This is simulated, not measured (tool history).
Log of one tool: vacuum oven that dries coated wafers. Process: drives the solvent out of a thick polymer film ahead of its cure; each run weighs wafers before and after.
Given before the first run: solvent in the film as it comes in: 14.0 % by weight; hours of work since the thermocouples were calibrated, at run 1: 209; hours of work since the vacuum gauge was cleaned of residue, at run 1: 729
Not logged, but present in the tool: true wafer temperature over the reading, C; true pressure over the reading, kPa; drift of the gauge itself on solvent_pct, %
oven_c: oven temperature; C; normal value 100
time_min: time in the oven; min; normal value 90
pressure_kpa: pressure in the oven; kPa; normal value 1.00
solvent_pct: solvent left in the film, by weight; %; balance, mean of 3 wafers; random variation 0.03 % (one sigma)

run,day,oven_c,time_min,pressure_kpa,hours of work since the thermocouples were calibrated,hours of work since the vacuum gauge was cleaned of residue,solvent_pct
1,0.000,100,90,1.00,209,729,1.40
2,0.371,100,90,1.00,215,736,1.41
3,1.017,100,131,1.00,226,747,0.80
4,1.425,100,131,1.00,234,754,0.78
5,1.746,100,90,1.00,239,760,1.40
6,2.046,100,90,1.00,244,765,1.43
7,2.475,100,90,1.00,252,773,1.39
8,3.121,100,90,2.49,263,784,2.01
9,3.712,100,90,1.00,273,794,1.41
10,4.367,100,90,1.00,285,806,1.34
11,4.912,100,90,1.01,294,815,1.39
12,5.521,100,93,1.00,305,826,1.29
13,5.846,100,155,1.00,311,831,0.67
14,6.446,100,90,2.50,321,842,2.02
# day 6.575: oven's thermocouples calibrated
15,7.204,100,90,2.50,11,854,1.96
# day 7.721: oven's thermocouples calibrated, once more
16,7.896,96,90,2.50,3,864,2.92
17,8.462,96,90,2.50,13,874,2.91
18,8.833,96,103,0.59,19,881,1.63
19,9.358,110,85,2.01,29,890,0.92
20,10.071,100,45,3.53,41,902,4.59
21,10.675,100,77,1.00,52,913,1.87

Predict the results of run 22:
22,10.979,113,135,0.52,57,918,?

solvent_pct: 0.18 %
With the hidden condition absent and the run-to-run variation left alone, this run would have shown solvent_pct 0.10 %.
